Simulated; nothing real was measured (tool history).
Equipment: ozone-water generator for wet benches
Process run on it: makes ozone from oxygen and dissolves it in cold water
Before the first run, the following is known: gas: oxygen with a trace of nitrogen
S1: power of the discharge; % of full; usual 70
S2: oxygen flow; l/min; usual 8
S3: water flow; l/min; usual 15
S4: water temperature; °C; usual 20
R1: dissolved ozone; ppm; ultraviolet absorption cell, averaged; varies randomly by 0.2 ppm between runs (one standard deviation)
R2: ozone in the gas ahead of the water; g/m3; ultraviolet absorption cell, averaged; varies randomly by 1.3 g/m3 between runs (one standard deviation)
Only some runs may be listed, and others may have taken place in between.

run      day  S1     S2  S3  S4    R1     R2
  1        0  70      8  15  20  23.9  218.1
  2    6.638  70      8  15  20  23.7  218.3
  3   14.588  70      8  15  20  23.9  217.7
  4   21.688  70      8  15  20  23.8  219.4
  5   28.362  70      8  15  20  23.8  215.7
  6   35.304  70      8  15  20  23.3  217.3
  7   39.825  70      8  15  20  23.5    217
  8   47.725  70      8  18  20  20.8  214.8
  9   52.442  74      8  15  20  24.2  224.1
 10   59.275  74      8  15  20  24.3  223.4
 11   64.404  74      8  15  20  24.2  222.6
 12   69.821  70      8  15  20  23.1  215.6
 13   74.779  70    5.8  15  20  23.7  247.1
 14   80.146  70      8   9  20  30.7  213.2
      84.075  -- contactor cleaned
 15   86.721  70      8  15  20  25.9  214.6
 16   93.346  70      8  15  16  28.1  216.6
 17  100.808  70   4.76  15  20  26.1  269.2
 18  105.704  70   7.57   9  20  34.1  217.2
 19  109.404  60      8  15  26  20.7  195.9
 20  115.917  72      8  16  20  25.1  214.8
 21  121.458  72      8  16  20  25.2  215.9
 22  124.867  66   5.75  12  20  28.8  236.6
 23  132.338  70      8  16  20  24.6  212.7
 24  139.196  70      8  16  20  24.4  213.7
 25  144.912  92      8  20  20  25.1  247.1
 26  152.767  92   7.03  14  23  29.5  260.5
 27    160.5  82   6.34  10  22  33.4  256.5
 28  165.029  82   6.34  15  17  29.6    257
 29  169.654  82  13.44  23  17  21.8  183.2
 30  173.862  82  13.44  23  17  21.6  184.3
 31  177.296  60   9.57  11  24  24.3  175.9
 32  183.492  60   9.57  11  24  24.1  176.8
 33  189.408  60    5.1   9  13  36.7  232.4

Pick out some run-to-run changes in R1. Of each, how much would a tool without hidden state show as well, from the settings, what came in and chance, and how much is left for the hidden state and any gauge scatter not in both results compared?
The tool's hidden condition here consists of: yield of the discharge, % of new electrodes'; contactor's efficiency, % of a clean one's; true water temperature over the reading, C; drift of the gauge itself on ozone_ppm, %; drift of the gauge itself on gas_g_m3, %.
Run 14 -> 15: S3 9 -> 15, contactor cleaned. R1 -4.8 ppm: hidden state +4.1, all else -8.9.
Run 17 -> 18: S2 4.76 -> 7.57, S3 15 -> 9. R1 +8 ppm: hidden state -1, all else +9.
Run 18 -> 19: S1 70 -> 60, S2 7.57 -> 8, S3 9 -> 15, S4 20 -> 26. R1 -13.4 ppm: hidden state +1.7, all else -15.1.
Run 32 -> 33: S2 9.57 -> 5.1, S3 11 -> 9, S4 24 -> 13. R1 +12.6 ppm: hidden state -1.7, all else +14.3.
